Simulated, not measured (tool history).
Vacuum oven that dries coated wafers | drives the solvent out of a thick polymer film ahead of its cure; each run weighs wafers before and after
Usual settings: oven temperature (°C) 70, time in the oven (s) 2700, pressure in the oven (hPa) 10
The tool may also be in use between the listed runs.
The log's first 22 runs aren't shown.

run,day,oven temperature (°C),time in the oven (s),pressure in the oven (hPa),solvent left in the film (%)
23,7.45,85,2700,10,0.39
24,7.667,56,1680,38,11.28
25,8.008,65,2700,10,2.6
26,8.479,65,2700,10,2.59
27,8.967,65,2700,10,2.61
28,9.267,65,2700,10,2.65
29,9.679,63,2580,6.5,3.14
30,10.021,63,2580,6.5,2.96
# day 10.125: vacuum gauge cleaned of residue and calibrated
31,10.454,63,2580,6.5,3.01
32,10.738,79,1500,10,1.15
# day 11.021: vacuum gauge cleaned of residue and calibrated, once more
33,11.292,64,3660,10,1.91
34,11.558,64,3660,10,1.9
35,11.821,77,4260,14.7,0.92
36,12.225,82,1620,14.8,0.92
37,12.488,75,1560,16.6,2.17
38,12.775,75,1560,16.6,2.09
39,13.046,60,1500,10.6,7.37
40,13.35,70,1980,11.9,2.41
41,13.688,75,2700,9.4,0.75
42,14.088,64,1620,15.3,5.69
43,14.438,61,2700,28.3,5.62
44,14.85,64,2700,5.3,2.38
45,15.246,81,3660,5.3,0.24
46,15.629,70,2700,7.1,1.15

Forecast each of these 4 alternatives for the next run:
A,15.912,70,2700,15.8,?
B,15.912,77,2700,10,?
C,15.912,64,2700,7.1,?
D,15.912,74,2700,22.2,?

run,solvent left in the film (%)
A,1.8
B,0.72
C,2.57
D,1.59
Without the tool's hidden state the same runs would have given:
run,solvent left in the film (%)
A,1.95
B,0.76
C,2.84
D,1.7

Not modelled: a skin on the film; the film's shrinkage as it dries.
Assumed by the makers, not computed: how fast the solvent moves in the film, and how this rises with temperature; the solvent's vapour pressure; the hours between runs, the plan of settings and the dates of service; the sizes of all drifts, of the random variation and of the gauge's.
